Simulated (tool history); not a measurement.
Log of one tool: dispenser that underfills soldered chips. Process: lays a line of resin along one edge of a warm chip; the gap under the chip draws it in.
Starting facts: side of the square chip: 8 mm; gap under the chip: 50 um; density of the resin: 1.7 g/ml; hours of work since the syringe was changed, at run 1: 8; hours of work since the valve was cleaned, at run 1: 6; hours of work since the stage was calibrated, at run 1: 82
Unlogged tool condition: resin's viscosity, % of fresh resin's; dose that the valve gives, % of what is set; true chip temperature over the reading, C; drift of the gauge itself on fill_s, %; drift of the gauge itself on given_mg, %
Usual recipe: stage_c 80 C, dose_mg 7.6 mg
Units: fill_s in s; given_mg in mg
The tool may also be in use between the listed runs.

run   hour  stage_c  dose_mg  hours of work since the syringe was changed  hours of work since the valve was cleaned  hours of work since the stage was calibrated  fill_s  given_mg
  1      0       80      7.6                                            8                                          6                                            82    54.8      7.51
       0.8  -- new syringe of resin
  2    7.8       80     6.54                                            6                                         12                                            88    54.4      6.49
      12.3  -- new syringe of resin
  3   17.3       80     9.33                                            4                                         19                                            95    46.7      9.18
      23.5  -- new syringe of resin
  4   26.7       80     9.33                                            3                                         27                                           103    43.3      9.02
      34.8  -- new syringe of resin
  5   34.8       80     9.33                                            0                                         33                                           109    39.1      9.06
      46.2  -- new syringe of resin
  6   46.2       80      7.6                                            0                                         42                                           118    41.4      7.33
  7   51.5       80      7.6                                            4                                         46                                           122    47.3      7.27
      57.4  -- new syringe of resin
  8   61.4       80      7.6                                            3                                         53                                           129    46.5      7.22
      69.3  -- new syringe of resin
  9   69.8       80      7.6                                            0                                         60                                           136    42.6      7.18
 10   76.8       80     6.54                                            6                                         65                                           141    54.9      6.19
      80.6  -- new syringe of resin
 11   87.7       80     6.54                                            6                                         74                                           150      55      6.09
      91.8  -- new syringe of resin
 12   96.3       90      7.6                                            4                                         80                                           156    32.5      7.09
     102.5  -- dispensing valve cleaned and set on the balance
     104.2  -- new syringe of resin
 13  105.5       73      7.6                                            1                                          2                                           163    54.8      7.58
 14  110.9       73      7.6                                            5                                          6                                           167    64.5      7.55
     115.3  -- new syringe of resin
 15  116.6       73      7.6                                            1                                         11                                           171    54.6       7.5
 16  125.3       73      7.6                                            8                                         18                                           178    71.5      7.51
     126.7  -- new syringe of resin
 17  133.4       73      7.6                                            5                                         24                                           184    65.2      7.42
       138  -- new syringe of resin
 18  141.6       89     7.59                                            3                                         30                                           190    33.6      7.42
     149.2  -- new syringe of resin
 19  151.9       89     7.59                                            2                                         38                                           198    31.8      7.33
 20  159.9       94      6.5                                            8                                         44                                           205      37      6.28
     160.7  -- new syringe of resin
 21  167.5       89     9.73                                            5                                         50                                           210    34.9      9.33
     171.9  -- new syringe of resin
 22  175.3       89     8.71                                            3                                         56                                           216    33.2      8.28
     183.5  -- new syringe of resin
 23  184.8       66     7.65                                            1                                         63                                           224    72.5      7.28
 24  190.1       77     6.79                                            5                                         68                                           228    58.5      6.41
     194.8  -- new syringe of resin
 25  195.4       77     6.79                                            0                                         72                                           232    48.7       6.4
 26    205       77     6.79                                            8                                         79                                           239    64.9      6.36
     206.1  -- new syringe of resin
     212.5  -- dispensing valve cleaned and set on the balance
 27  212.5       77     6.79                                            4                                          0                                           244    55.8      6.78
     218.3  -- new syringe of resin
 28  218.3       77     6.79                                            0                                          4                                           249    46.1      6.76
 29  223.1       75      7.6                                            4                                          8                                           253    56.9      7.54
     229.8  -- new syringe of resin
 30  230.4       79     9.84                                            0                                         14                                           258    42.2      9.73
 31  236.4       79     9.84                                            5                                         18                                           263    50.6      9.65
     241.3  -- new syringe of resin
 32  247.1       80     7.68                                            5                                         27                                           271    49.4      7.52
     252.5  -- new syringe of resin
 33  254.9       80     7.68                                            2                                         33                                           277    45.3      7.48
     263.7  -- new syringe of resin
 34  264.2       79     6.72                                            0                                         40                                           284    45.6      6.54

Take each entry between the runs: how does the hidden state at the last listed run before it differ from the hidden state at the first listed run after it?
Logged between run 1 and run 2: new syringe of resin (hour 0.8)
  resin's viscosity, % of fresh resin's: 135.7 -> 123.8; dose that the valve gives, % of what is set: 99.02 -> 98.55; true chip temperature over the reading, C: -0.11 -> -0.12
  measured minus no-state result, fill_s: +14.6 -> +10.7 s; given_mg: -0.08 -> -0.1 mg
Logged between run 2 and run 3: new syringe of resin (hour 12.3)
  resin's viscosity, % of fresh resin's: 123.8 -> 116.8; dose that the valve gives, % of what is set: 98.55 -> 97.94; true chip temperature over the reading, C: -0.12 -> -0.14
  measured minus no-state result, fill_s: +10.7 -> +7 s; given_mg: -0.1 -> -0.19 mg
Logged between run 3 and run 4: new syringe of resin (hour 23.5)
  resin's viscosity, % of fresh resin's: 116.8 -> 111.4; dose that the valve gives, % of what is set: 97.94 -> 97.37; true chip temperature over the reading, C: -0.14 -> -0.16
  measured minus no-state result, fill_s: +7 -> +4.8 s; given_mg: -0.19 -> -0.24 mg
Logged between run 4 and run 5: new syringe of resin (hour 34.8)
  resin's viscosity, % of fresh resin's: 111.4 -> 98.4; dose that the valve gives, % of what is set: 97.37 -> 96.88; true chip temperature over the reading, C: -0.16 -> -0.17
  measured minus no-state result, fill_s: +4.8 -> -0.3 s; given_mg: -0.24 -> -0.29 mg
Logged between run 5 and run 6: new syringe of resin (hour 46.2)
  resin's viscosity, % of fresh resin's: 98.4 -> 100.4; dose that the valve gives, % of what is set: 96.88 -> 96.17; true chip temperature over the reading, C: -0.17 -> -0.2
  measured minus no-state result, fill_s: -0.3 -> +0.9 s; given_mg: -0.29 -> -0.29 mg
Logged between run 7 and run 8: new syringe of resin (hour 57.4)
  resin's viscosity, % of fresh resin's: 117.8 -> 112.5; dose that the valve gives, % of what is set: 95.83 -> 95.28; true chip temperature over the reading, C: -0.21 -> -0.23
  measured minus no-state result, fill_s: +7.8 -> +6 s; given_mg: -0.32 -> -0.36 mg
Logged between run 8 and run 9: new syringe of resin (hour 69.3)
  resin's viscosity, % of fresh resin's: 112.5 -> 101.5; dose that the valve gives, % of what is set: 95.28 -> 94.76; true chip temperature over the reading, C: -0.23 -> -0.24
  measured minus no-state result, fill_s: +6 -> +1.6 s; given_mg: -0.36 -> -0.39 mg
Logged between run 10 and run 11: new syringe of resin (hour 80.6)
  resin's viscosity, % of fresh resin's: 125.7 -> 123.4; dose that the valve gives, % of what is set: 94.3 -> 93.66; true chip temperature over the reading, C: -0.26 -> -0.28
  measured minus no-state result, fill_s: +12.7 -> +12.2 s; given_mg: -0.37 -> -0.41 mg
Logged between run 11 and run 12: new syringe of resin (hour 91.8)
  resin's viscosity, % of fresh resin's: 123.4 -> 113.2; dose that the valve gives, % of what is set: 93.66 -> 93.16; true chip temperature over the reading, C: -0.28 -> -0.3
  measured minus no-state result, fill_s: +12.2 -> +4.6 s; given_mg: -0.41 -> -0.52 mg
Logged between run 12 and run 13: dispensing valve cleaned and set on the balance (hour 102.5); new syringe of resin (hour 104.2)
  resin's viscosity, % of fresh resin's: 113.2 -> 103.1; dose that the valve gives, % of what is set: 93.16 -> 99.66; true chip temperature over the reading, C: -0.3 -> -0.31
  measured minus no-state result, fill_s: +4.6 -> +2.2 s; given_mg: -0.52 -> -0.03 mg
Logged between run 14 and run 15: new syringe of resin (hour 115.3)
  resin's viscosity, % of fresh resin's: 121.4 -> 104.1; dose that the valve gives, % of what is set: 99.3 -> 98.97; true chip temperature over the reading, C: -0.32 -> -0.33
  measured minus no-state result, fill_s: +12.1 -> +3 s; given_mg: -0.06 -> -0.08 mg
Logged between run 16 and run 17: new syringe of resin (hour 126.7)
  resin's viscosity, % of fresh resin's: 135.2 -> 122.3; dose that the valve gives, % of what is set: 98.38 -> 97.92; true chip temperature over the reading, C: -0.35 -> -0.37
  measured minus no-state result, fill_s: +19.7 -> +12.8 s; given_mg: -0.13 -> -0.16 mg
Logged between run 17 and run 18: new syringe of resin (hour 138)
  resin's viscosity, % of fresh resin's: 122.3 -> 113; dose that the valve gives, % of what is set: 97.92 -> 97.4; true chip temperature over the reading, C: -0.37 -> -0.38
  measured minus no-state result, fill_s: +12.8 -> +4.5 s; given_mg: -0.16 -> -0.19 mg
Logged between run 18 and run 19: new syringe of resin (hour 149.2)
  resin's viscosity, % of fresh resin's: 113 -> 108.8; dose that the valve gives, % of what is set: 97.4 -> 96.76; true chip temperature over the reading, C: -0.38 -> -0.41
  measured minus no-state result, fill_s: +4.5 -> +3.2 s; given_mg: -0.19 -> -0.24 mg
Logged between run 20 and run 21: new syringe of resin (hour 160.7)
  resin's viscosity, % of fresh resin's: 138.7 -> 122.1; dose that the valve gives, % of what is set: 96.26 -> 95.86; true chip temperature over the reading, C: -0.42 -> -0.43
  measured minus no-state result, fill_s: +11 -> +6.9 s; given_mg: -0.25 -> -0.4 mg
Logged between run 21 and run 22: new syringe of resin (hour 171.9)
  resin's viscosity, % of fresh resin's: 122.1 -> 112.8; dose that the valve gives, % of what is set: 95.86 -> 95.4; true chip temperature over the reading, C: -0.43 -> -0.45
  measured minus no-state result, fill_s: +6.9 -> +4.3 s; given_mg: -0.4 -> -0.4 mg
Logged between run 22 and run 23: new syringe of resin (hour 183.5)
  resin's viscosity, % of fresh resin's: 112.8 -> 104.2; dose that the valve gives, % of what is set: 95.4 -> 94.79; true chip temperature over the reading, C: -0.45 -> -0.47
  measured minus no-state result, fill_s: +4.3 -> +5.1 s; given_mg: -0.4 -> -0.4 mg
Logged between run 24 and run 25: new syringe of resin (hour 194.8)
  resin's viscosity, % of fresh resin's: 122.5 -> 101.3; dose that the valve gives, % of what is set: 94.45 -> 94.15; true chip temperature over the reading, C: -0.48 -> -0.49
  measured minus no-state result, fill_s: +12.6 -> +2.6 s; given_mg: -0.37 -> -0.39 mg
Logged between run 26 and run 27: new syringe of resin (hour 206.1); dispensing valve cleaned and set on the balance (hour 212.5)
  resin's viscosity, % of fresh resin's: 135.2 -> 116.1; dose that the valve gives, % of what is set: 93.58 -> 99.91; true chip temperature over the reading, C: -0.51 -> -0.52
  measured minus no-state result, fill_s: +18.9 -> +8.7 s; given_mg: -0.43 -> +0 mg
Logged between run 27 and run 28: new syringe of resin (hour 218.3)
  resin's viscosity, % of fresh resin's: 116.1 -> 98.8; dose that the valve gives, % of what is set: 99.91 -> 99.55; true chip temperature over the reading, C: -0.52 -> -0.53
  measured minus no-state result, fill_s: +8.7 -> +0.4 s; given_mg: +0 -> -0.03 mg
Logged between run 29 and run 30: new syringe of resin (hour 229.8)
  resin's viscosity, % of fresh resin's: 114.3 -> 102.2; dose that the valve gives, % of what is set: 99.24 -> 98.82; true chip temperature over the reading, C: -0.54 -> -0.56
  measured minus no-state result, fill_s: +8.1 -> +1.7 s; given_mg: -0.06 -> -0.12 mg
Logged between run 31 and run 32: new syringe of resin (hour 241.3)
  resin's viscosity, % of fresh resin's: 122.5 -> 119.4; dose that the valve gives, % of what is set: 98.46 -> 97.78; true chip temperature over the reading, C: -0.57 -> -0.59
  measured minus no-state result, fill_s: +10.1 -> +9 s; given_mg: -0.15 -> -0.17 mg
Logged between run 32 and run 33: new syringe of resin (hour 252.5)
  resin's viscosity, % of fresh resin's: 119.4 -> 108.5; dose that the valve gives, % of what is set: 97.78 -> 97.32; true chip temperature over the reading, C: -0.59 -> -0.6
  measured minus no-state result, fill_s: +9 -> +4.6 s; given_mg: -0.17 -> -0.21 mg
Logged between run 33 and run 34: new syringe of resin (hour 263.7)
  resin's viscosity, % of fresh resin's: 108.5 -> 102.1; dose that the valve gives, % of what is set: 97.32 -> 96.79; true chip temperature over the reading, C: -0.6 -> -0.62
  measured minus no-state result, fill_s: +4.6 -> +2.4 s; given_mg: -0.21 -> -0.22 mg
